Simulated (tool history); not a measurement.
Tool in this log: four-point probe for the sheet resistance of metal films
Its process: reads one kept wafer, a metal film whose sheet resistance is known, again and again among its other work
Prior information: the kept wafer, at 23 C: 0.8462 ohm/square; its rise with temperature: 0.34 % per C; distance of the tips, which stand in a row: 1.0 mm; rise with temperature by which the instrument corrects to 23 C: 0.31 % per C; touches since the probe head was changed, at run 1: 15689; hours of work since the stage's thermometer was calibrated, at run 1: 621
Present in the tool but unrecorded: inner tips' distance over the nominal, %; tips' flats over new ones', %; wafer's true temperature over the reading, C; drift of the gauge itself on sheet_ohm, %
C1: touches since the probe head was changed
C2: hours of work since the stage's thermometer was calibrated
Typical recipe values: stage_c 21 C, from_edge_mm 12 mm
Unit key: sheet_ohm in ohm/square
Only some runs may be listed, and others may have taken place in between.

run 1 hour=0 | stage_c=21 from_edge_mm=12 | C1=15689 C2=621 | sheet_ohm=0.847465
run 2 hour=14 | stage_c=30 from_edge_mm=12 | C1=16346 C2=632 | sheet_ohm=0.849859
run 3 hour=26.1 | stage_c=31 from_edge_mm=12 | C1=16914 C2=641 | sheet_ohm=0.849681
run 4 hour=42.6 | stage_c=31 from_edge_mm=12 | C1=17689 C2=654 | sheet_ohm=0.850182
run 5 hour=50.7 | stage_c=21 from_edge_mm=12 | C1=18069 C2=660 | sheet_ohm=0.847716
run 6 hour=60.8 | stage_c=21 from_edge_mm=12 | C1=18543 C2=668 | sheet_ohm=0.847723
run 7 hour=72.3 | stage_c=25 from_edge_mm=12 | C1=19082 C2=677 | sheet_ohm=0.848845
run 8 hour=83.8 | stage_c=26 from_edge_mm=12 | C1=19619 C2=686 | sheet_ohm=0.849139
run 9 hour=92.7 | stage_c=26 from_edge_mm=12 | C1=20040 C2=693 | sheet_ohm=0.849072
run 10 hour=106 | stage_c=21 from_edge_mm=12 | C1=20661 C2=704 | sheet_ohm=0.847682
run 11 hour=117.2 | stage_c=21 from_edge_mm=12 | C1=21189 C2=712 | sheet_ohm=0.847682
run 12 hour=125.6 | stage_c=21 from_edge_mm=12 | C1=21583 C2=719 | sheet_ohm=0.847891
run 13 hour=136 | stage_c=21 from_edge_mm=12 | C1=22072 C2=727 | sheet_ohm=0.847647
run 14 hour=152 | stage_c=27 from_edge_mm=12 | C1=22821 C2=740 | sheet_ohm=0.849449
run 15 hour=163.9 | stage_c=21 from_edge_mm=16 | C1=23381 C2=749 | sheet_ohm=0.846367
-- hour=165.9 stage's thermometer calibrated
run 16 hour=174.4 | stage_c=32 from_edge_mm=3 | C1=23848 C2=7 | sheet_ohm=0.895206
run 17 hour=187.6 | stage_c=33 from_edge_mm=12 | C1=24469 C2=17 | sheet_ohm=0.850911
run 18 hour=198.5 | stage_c=32 from_edge_mm=4 | C1=24976 C2=26 | sheet_ohm=0.874824
run 19 hour=209.1 | stage_c=34 from_edge_mm=27 | C1=25476 C2=34 | sheet_ohm=0.848651
run 20 hour=218.6 | stage_c=18 from_edge_mm=63 | C1=25920 C2=41 | sheet_ohm=0.844215
-- hour=220.5 stage's thermometer calibrated, once more
run 21 hour=229.6 | stage_c=24 from_edge_mm=12 | C1=26414 C2=7 | sheet_ohm=0.849049
run 22 hour=237.4 | stage_c=24 from_edge_mm=12 | C1=26778 C2=13 | sheet_ohm=0.84914
run 23 hour=247.2 | stage_c=21 from_edge_mm=47 | C1=27238 C2=21 | sheet_ohm=0.845446
run 24 hour=261.4 | stage_c=30 from_edge_mm=12 | C1=27906 C2=32 | sheet_ohm=0.85073
run 25 hour=270.1 | stage_c=30 from_edge_mm=12 | C1=28314 C2=39 | sheet_ohm=0.850775
run 26 hour=282.2 | stage_c=27 from_edge_mm=32 | C1=28881 C2=48 | sheet_ohm=0.847128
run 27 hour=290.1 | stage_c=29 from_edge_mm=7 | C1=29252 C2=55 | sheet_ohm=0.85662

A few steps of sheet_ohm between consecutive runs. Split each: what settings, incoming material and random variation would produce without the hidden state, and what is left over for the hidden state, along with gauge scatter present in only one of the two compared results (measured, and without hidden state):
Run 15 -> 16: stage_c 21 -> 32, from_edge_mm 16 -> 3, stage's thermometer calibrated. sheet_ohm +0.048839 ohm/square: hidden state -0.000083, all else +0.048922.
Run 16 -> 17: stage_c 32 -> 33, from_edge_mm 3 -> 12. sheet_ohm -0.044295 ohm/square: hidden state +0.000072, all else -0.044367.
Run 20 -> 21: stage_c 18 -> 24, from_edge_mm 63 -> 12, stage's thermometer calibrated, once more. sheet_ohm +0.004834 ohm/square: hidden state +0.000506, all else +0.004328.
